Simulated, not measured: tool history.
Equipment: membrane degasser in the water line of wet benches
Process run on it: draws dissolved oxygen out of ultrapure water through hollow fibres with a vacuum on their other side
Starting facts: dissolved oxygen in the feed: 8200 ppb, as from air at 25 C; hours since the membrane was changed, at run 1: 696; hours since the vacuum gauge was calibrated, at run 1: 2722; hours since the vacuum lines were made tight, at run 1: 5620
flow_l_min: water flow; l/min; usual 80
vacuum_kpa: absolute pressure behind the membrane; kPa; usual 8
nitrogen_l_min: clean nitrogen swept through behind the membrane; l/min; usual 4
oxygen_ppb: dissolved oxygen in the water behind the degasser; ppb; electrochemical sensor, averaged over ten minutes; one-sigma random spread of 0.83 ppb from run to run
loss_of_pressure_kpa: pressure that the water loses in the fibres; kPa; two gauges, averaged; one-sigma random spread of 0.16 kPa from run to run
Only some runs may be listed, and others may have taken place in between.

run   hour  flow_l_min  vacuum_kpa  nitrogen_l_min  hours since the membrane was changed  hours since the vacuum gauge was calibrated  hours since the vacuum lines were made tight  oxygen_ppb  loss_of_pressure_kpa
  1      0          80           8               4                                   696                                         2722                                          5620       237.4                 40.01
  2   62.8          80           8               4                                   759                                         2784                                          5683       236.3                 39.82
  3   89.9          80           8            5.12                                   786                                         2812                                          5710       196.7                 40.16
  4    147          80           8            5.12                                   843                                         2869                                          5767       195.3                 40.02
  5  190.2          80           8            5.12                                   886                                         2912                                          5810       196.1                 39.87
  6  248.3          80           8               4                                   944                                         2970                                          5868       235.7                    40
  7  277.4          80           8               4                                   973                                         2999                                          5897         238                 40.01
  8  310.1          80           8            8.98                                  1006                                         3032                                          5930       128.4                 40.16
  9  371.9          80           8               4                                  1068                                         3094                                          5992       235.8                 39.98
 10  406.4          80        9.66               4                                  1102                                         3128                                          6026       306.8                 40.01
 11  442.4          80        9.66               4                                  1138                                         3164                                          6062       306.9                 40.36
 12  487.8          80       19.43            6.03                                  1184                                         3209                                          6108       498.9                  40.1
 13    535         107           8            4.99                                  1231                                         3257                                          6155       280.9                 53.47
 14  565.6          67       16.94             5.7                                  1262                                         3287                                          6186       379.1                 33.57
 15  597.6         101       16.94             5.7                                  1294                                         3319                                          6218       567.5                 50.44
 16  634.4         101       16.94             5.7                                  1330                                         3356                                          6254       565.6                 50.64
 17  673.8          80        8.16            2.29                                  1370                                         3395                                          6294       370.2                 40.15
 18  725.8          80        7.44            2.27                                  1422                                         3447                                          6346         324                    40
 19    763          78        9.11            7.63                                  1459                                         3485                                          6383         166                 38.84

5 options for the next run, each taken on its own from the tool as it stands now. Forecast them:
  A  819.8          58       19.74            7.63                                  1516                                         3542                                          6440           ?                     ?
  B  819.8          66        9.11            7.63                                  1516                                         3542                                          6440           ?                     ?
  C  819.8          78        8.82            7.63                                  1516                                         3542                                          6440           ?                     ?
  D  819.8          78        6.53            7.63                                  1516                                         3542                                          6440           ?                     ?
  E  819.8          57        5.16            7.63                                  1516                                         3542                                          6440           ?                     ?

run  oxygen_ppb  loss_of_pressure_kpa
  A       301.9                 29.13
  B       135.9                 33.12
  C       158.7                 38.92
  D       105.6                 39.09
  E        44.8                  28.6
With no hidden state in the tool, these same runs would have given:
run  oxygen_ppb  loss_of_pressure_kpa
  A       301.9                 29.12
  B       135.9                 33.12
  C       158.7                 38.92
  D       105.5                 39.09
  E        44.8                  28.6
